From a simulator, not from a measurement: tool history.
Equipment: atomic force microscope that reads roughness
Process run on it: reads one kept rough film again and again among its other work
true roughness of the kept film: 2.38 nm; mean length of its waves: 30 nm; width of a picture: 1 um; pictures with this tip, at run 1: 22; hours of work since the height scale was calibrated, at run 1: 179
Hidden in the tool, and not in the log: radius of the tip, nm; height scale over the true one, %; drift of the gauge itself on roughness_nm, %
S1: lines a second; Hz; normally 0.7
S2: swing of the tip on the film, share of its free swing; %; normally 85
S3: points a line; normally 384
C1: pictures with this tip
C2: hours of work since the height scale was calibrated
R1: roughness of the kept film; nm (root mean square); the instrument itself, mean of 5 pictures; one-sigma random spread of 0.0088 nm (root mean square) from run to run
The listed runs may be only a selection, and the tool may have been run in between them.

run	hour	S1	S2	S3	C1	C2	R1
1	0	0.7	85	384	22	179	1.957
2	4.4	0.7	74	384	25	181	2.014
3	12.5	0.7	85	688	31	184	1.963
4	19.6	0.7	85	688	36	187	1.951
5	29.8	0.7	85	688	43	192	1.95
6	34.9	0.7	85	688	46	194	1.93
7	44.7	0.7	85	384	53	198	1.922
8	53.9	0.7	85	334	59	202	1.906
9	63.6	0.7	85	582	66	206	1.925
# hour 65.4: height scale calibrated on a step standard
10	73.8	0.7	85	582	72	4	1.914
11	79.1	0.7	85	582	76	6	1.932
12	89	0.7	85	582	82	10	1.922
# hour 95.5: height scale calibrated on a step standard, once more
13	96.6	0.7	85	582	87	0	1.903
14	101.4	2.208	67	497	90	3	1.862
15	106.9	3.517	70	268	94	5	1.687
16	114.7	3.918	85	384	99	8	1.371
17	123.9	0.582	62	476	106	12	2.028
18	134	2.282	57	856	112	17	1.954
19	143.8	2.543	82	391	119	21	1.599
20	151.9	1.611	63	681	125	24	1.94
21	157	1.611	63	681	128	26	1.939
22	161.8	0.893	70	704	131	29	1.965
23	170	0.893	70	704	137	32	1.957
24	175.6	0.893	70	704	141	34	1.963
25	185.8	1.784	64	262	148	39	1.871

Describe how what the log doesn't record of the tool's condition differs between the last listed run preceding each entry between runs and the first listed run following it.
Between runs 9 and 10: height scale calibrated on a step standard (hour 65.4)
  radius of the tip, nm: 12.3 -> 12.5; height scale over the true one, %: 0.36 -> 0.46
  difference, measured minus the result without the unlogged condition, R1: -0.035 -> -0.036 nm (root mean square)
Between runs 12 and 13: height scale calibrated on a step standard, once more (hour 95.5)
  radius of the tip, nm: 12.8 -> 12.9; height scale over the true one, %: 0.47 -> -0.09
  difference, measured minus the result without the unlogged condition, R1: -0.041 -> -0.055 nm (root mean square)
